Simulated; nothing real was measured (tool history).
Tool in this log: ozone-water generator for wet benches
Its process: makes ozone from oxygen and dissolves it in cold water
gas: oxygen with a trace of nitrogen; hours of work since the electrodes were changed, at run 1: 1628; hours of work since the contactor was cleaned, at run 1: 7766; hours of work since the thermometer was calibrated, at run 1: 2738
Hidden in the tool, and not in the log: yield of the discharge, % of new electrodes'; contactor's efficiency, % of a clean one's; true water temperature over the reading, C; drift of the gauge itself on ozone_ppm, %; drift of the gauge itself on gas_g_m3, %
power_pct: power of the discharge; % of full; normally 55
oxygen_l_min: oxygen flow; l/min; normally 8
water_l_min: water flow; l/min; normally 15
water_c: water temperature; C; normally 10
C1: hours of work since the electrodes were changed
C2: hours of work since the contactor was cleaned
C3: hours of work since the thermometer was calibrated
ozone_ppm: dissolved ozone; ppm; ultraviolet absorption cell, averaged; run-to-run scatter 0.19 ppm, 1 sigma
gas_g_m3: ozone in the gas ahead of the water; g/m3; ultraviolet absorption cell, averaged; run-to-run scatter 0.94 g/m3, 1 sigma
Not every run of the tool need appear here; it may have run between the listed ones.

Run 1, day 0: usual settings; C1 1628; C2 7766; C3 2738. Result: ozone_ppm 24.5 ppm, gas_g_m3 155 g/m3.
Run 2, day 1.912: usual settings but power_pct 50 % of full; C1 1672; C2 7810; C3 2781. Result: ozone_ppm 22.7 ppm, gas_g_m3 145.7 g/m3.
Run 3, day 4.479: usual settings but power_pct 42 % of full; C1 1730; C2 7868; C3 2839. Result: ozone_ppm 20.5 ppm, gas_g_m3 128.6 g/m3.
Run 4, day 6.475: usual settings but power_pct 42 % of full; C1 1775; C2 7913; C3 2884. Result: ozone_ppm 20.3 ppm, gas_g_m3 129.1 g/m3.
Run 5, day 8.562: usual settings; C1 1822; C2 7960; C3 2931. Result: ozone_ppm 24.3 ppm, gas_g_m3 154.7 g/m3.
Run 6, day 11.288: usual settings; C1 1883; C2 8021; C3 2993. Result: ozone_ppm 24.4 ppm, gas_g_m3 157.7 g/m3.
Run 7, day 13.121: usual settings; C1 1925; C2 8063; C3 3034. Result: ozone_ppm 24.3 ppm, gas_g_m3 156.8 g/m3.
At day 13.846: contactor cleaned.
Run 8, day 16.262: usual settings; C1 1992; C2 55; C3 3102. Result: ozone_ppm 25.9 ppm, gas_g_m3 155 g/m3.
Run 9, day 17.725: usual settings but water_c 16 C; C1 2025; C2 88; C3 3135. Result: ozone_ppm 23.2 ppm, gas_g_m3 156.1 g/m3.
Run 10, day 20.746: usual settings but water_c 16 C; C1 2093; C2 156; C3 3203. Result: ozone_ppm 22.9 ppm, gas_g_m3 156.3 g/m3.
Run 11, day 22.304: usual settings but power_pct 50 % of full, water_c 16 C; C1 2128; C2 191; C3 3238. Result: ozone_ppm 21.7 ppm, gas_g_m3 144.6 g/m3.
At day 22.692: water thermometer calibrated.
Run 12, day 24.254: usual settings but water_l_min 12 l/min; C1 2172; C2 235; C3 35. Result: ozone_ppm 30.7 ppm, gas_g_m3 156.1 g/m3.
Run 13, day 26.45: usual settings but power_pct 46 % of full, water_l_min 12 l/min; C1 2222; C2 284; C3 85. Result: ozone_ppm 26.8 ppm, gas_g_m3 137.9 g/m3.
Run 14, day 28.004: usual settings but power_pct 46 % of full, water_l_min 12 l/min; C1 2257; C2 319; C3 120. Result: ozone_ppm 26.7 ppm, gas_g_m3 137.2 g/m3.
Run 15, day 30.279: usual settings but power_pct 46 % of full, water_l_min 12 l/min; C1 2308; C2 371; C3 171. Result: ozone_ppm 26.7 ppm, gas_g_m3 135.5 g/m3.
Run 16, day 31.738: usual settings but power_pct 46 % of full, water_l_min 19 l/min; C1 2341; C2 404; C3 204. Result: ozone_ppm 18.8 ppm, gas_g_m3 136.6 g/m3.
Run 17, day 34.179: usual settings but power_pct 63 % of full, water_l_min 19 l/min, water_c 12 C; C1 2396; C2 459; C3 259. Result: ozone_ppm 22.9 ppm, gas_g_m3 171.8 g/m3.
Run 18, day 35.742: usual settings but oxygen_l_min 5.52 l/min, water_l_min 18 l/min; C1 2432; C2 494; C3 295. Result: ozone_ppm 21.1 ppm, gas_g_m3 180.6 g/m3.
Run 19, day 37.079: usual settings but oxygen_l_min 5.52 l/min, water_l_min 12 l/min, water_c 8 C; C1 2462; C2 524; C3 325. Result: ozone_ppm 31 ppm, gas_g_m3 179.3 g/m3.
Run 20, day 39.254: usual settings but oxygen_l_min 5.52 l/min, water_l_min 12 l/min, water_c 8 C; C1 2511; C2 573; C3 374. Result: ozone_ppm 30.5 ppm, gas_g_m3 179.8 g/m3.
Run 21, day 40.704: usual settings but oxygen_l_min 5.52 l/min, water_l_min 13 l/min, water_c 8 C; C1 2544; C2 606; C3 407. Result: ozone_ppm 29.1 ppm, gas_g_m3 178.3 g/m3.
Run 22, day 42.754: usual settings but power_pct 62 % of full, water_l_min 14 l/min, water_c 12 C; C1 2590; C2 653; C3 453. Result: ozone_ppm 28.6 ppm, gas_g_m3 170.3 g/m3.
Run 23, day 44.875: usual settings but oxygen_l_min 5.83 l/min, water_l_min 10 l/min, water_c 12 C; C1 2638; C2 700; C3 501. Result: ozone_ppm 32.6 ppm, gas_g_m3 174.3 g/m3.
Run 24, day 46.354: usual settings but power_pct 84 % of full, oxygen_l_min 13.58 l/min, water_l_min 10 l/min; C1 2671; C2 734; C3 534. Result: ozone_ppm 43.2 ppm, gas_g_m3 172.8 g/m3.
Run 25, day 48.767: usual settings but power_pct 84 % of full, oxygen_l_min 13.58 l/min, water_l_min 10 l/min; C1 2726; C2 788; C3 589. Result: ozone_ppm 43.8 ppm, gas_g_m3 169.8 g/m3.
Run 26, day 50.833: usual settings but oxygen_l_min 7.06 l/min, water_c 11 C; C1 2772; C2 835; C3 636. Result: ozone_ppm 25.3 ppm, gas_g_m3 161.9 g/m3.
Run 27, day 52.792: usual settings but oxygen_l_min 7.06 l/min, water_c 11 C; C1 2817; C2 879; C3 680. Result: ozone_ppm 25.2 ppm, gas_g_m3 162.7 g/m3.
Run 28, day 54.929: usual settings but oxygen_l_min 7.06 l/min, water_c 11 C; C1 2865; C2 927; C3 728. Result: ozone_ppm 24.9 ppm, gas_g_m3 161 g/m3.
Run 29, day 57.688: usual settings but oxygen_l_min 5.32 l/min, water_l_min 21 l/min, water_c 5 C; C1 2927; C2 990; C3 790. Result: ozone_ppm 19 ppm, gas_g_m3 182 g/m3.
Run 30, day 59.033: usual settings but oxygen_l_min 8.53 l/min, water_l_min 16 l/min; C1 2958; C2 1020; C3 821. Result: ozone_ppm 24.4 ppm, gas_g_m3 151.4 g/m3.
Run 31, day 61.388: usual settings but oxygen_l_min 8.53 l/min, water_l_min 16 l/min; C1 3011; C2 1073; C3 874. Result: ozone_ppm 24.6 ppm, gas_g_m3 150.2 g/m3.
Run 32, day 62.75: usual settings but oxygen_l_min 8.53 l/min, water_l_min 16 l/min, water_c 8 C; C1 3041; C2 1104; C3 905. Result: ozone_ppm 25.2 ppm, gas_g_m3 151.7 g/m3.

Alternative continuations, all from the tool just after run 32; predict every row:
Run A, day 64.833: usual settings but oxygen_l_min 6.37 l/min, water_c 16 C; C1 3089; C2 1151; C3 952. Result: ozone_ppm ?, gas_g_m3 ?.
Run B, day 64.833: usual settings but power_pct 40 % of full, oxygen_l_min 6.3 l/min, water_c 12 C; C1 3089; C2 1151; C3 952. Result: ozone_ppm ?, gas_g_m3 ?.
Run C, day 64.833: usual settings but oxygen_l_min 8.53 l/min, water_l_min 16 l/min, water_c 16 C; C1 3089; C2 1151; C3 952. Result: ozone_ppm ?, gas_g_m3 ?.

run  ozone_ppm  gas_g_m3
  A       22.9     168.6
  B       19.2       135
  C       21.9     149.9
What these runs would have given with no unlogged condition in the tool:
run  ozone_ppm  gas_g_m3
  A       24.1     174.9
  B         20     138.5
  C         23     155.5
